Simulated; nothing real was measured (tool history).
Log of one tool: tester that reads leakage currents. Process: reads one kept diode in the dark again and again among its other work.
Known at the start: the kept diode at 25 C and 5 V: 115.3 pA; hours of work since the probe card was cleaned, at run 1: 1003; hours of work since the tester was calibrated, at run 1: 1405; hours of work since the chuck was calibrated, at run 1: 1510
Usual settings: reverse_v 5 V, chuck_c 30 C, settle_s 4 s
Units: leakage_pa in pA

run    hour  reverse_v  chuck_c  settle_s  hours of work since the probe card was cleaned  hours of work since the tester was calibrated  hours of work since the chuck was calibrated  leakage_pa
  1       0          5       30         4                                            1003                                           1405                                          1510      187.26
  2    84.6          5       30         4                                            1069                                           1471                                          1576      188.12
  3   153.5          5       30         4                                            1123                                           1525                                          1630       188.6
      171.3  -- probe card cleaned and baked
  4     230          5       30         4                                              46                                           1582                                          1687         186
  5   295.1          5       30         4                                              97                                           1633                                          1738      187.73
  6   389.1          5       30         4                                             170                                           1707                                          1812      187.52
  7   481.6          5       30         4                                             243                                           1779                                          1884       190.1
  8   576.5          5       30         4                                             317                                           1853                                          1958      189.76
  9   665.4          5       30         4                                             386                                           1923                                          2028         190
      675.5  -- chuck's temperature calibrated
 10   744.9          5       30         4                                             447                                           1983                                            54      167.94
 11   799.2          5       30      0.35                                             489                                           2026                                            97      170.12
 12   844.7          5       30      0.35                                             525                                           2062                                           132      170.34
 13   942.4          5       30      1.09                                             601                                           2138                                           209      169.47
 14   993.7          5       30      1.09                                             642                                           2178                                           249      170.87
 15  1090.6       2.17       34      0.55                                             717                                           2254                                           325       170.8
 16  1149.9       2.17       34      0.55                                             764                                           2300                                           371      171.65
 17    1209          5       21         4                                             810                                           2346                                           417       89.29
 18  1268.6          5       21         4                                             857                                           2393                                           464       89.72
 19    1357          5       20       1.3                                             926                                           2462                                           533       83.29
 20  1397.5      18.43       47      6.73                                             957                                           2494                                           565      874.95
 21  1481.9      18.43       39      6.73                                            1023                                           2560                                           631      519.32
 22  1535.2       1.45       39      0.96                                            1065                                           2602                                           672      215.29
 23  1607.1          5       36         4                                            1121                                           2658                                           729       269.9

4 ways to go on from here, each from the tool as it stands after run 23. What would each give?
     1631.4  -- probe card cleaned and baked
  A  1654.1          5       30      0.57                                              18                                           2692                                           763           ?
     1631.4  -- probe card cleaned and baked
  B  1654.1       4.42       30      9.32                                              18                                           2692                                           763           ?
     1631.4  -- probe card cleaned and baked
  C  1654.1          5       52         4                                              18                                           2692                                           763           ?
     1631.4  -- probe card cleaned and baked
  D  1654.1      17.28       36      9.11                                              18                                           2692                                           763           ?

run  leakage_pa
  A      173.94
  B      166.21
  C      773.91
  D      405.17
Without the tool's hidden state the same runs would have given:
run  leakage_pa
  A       167.9
  B       160.4
  C      750.18
  D      391.39
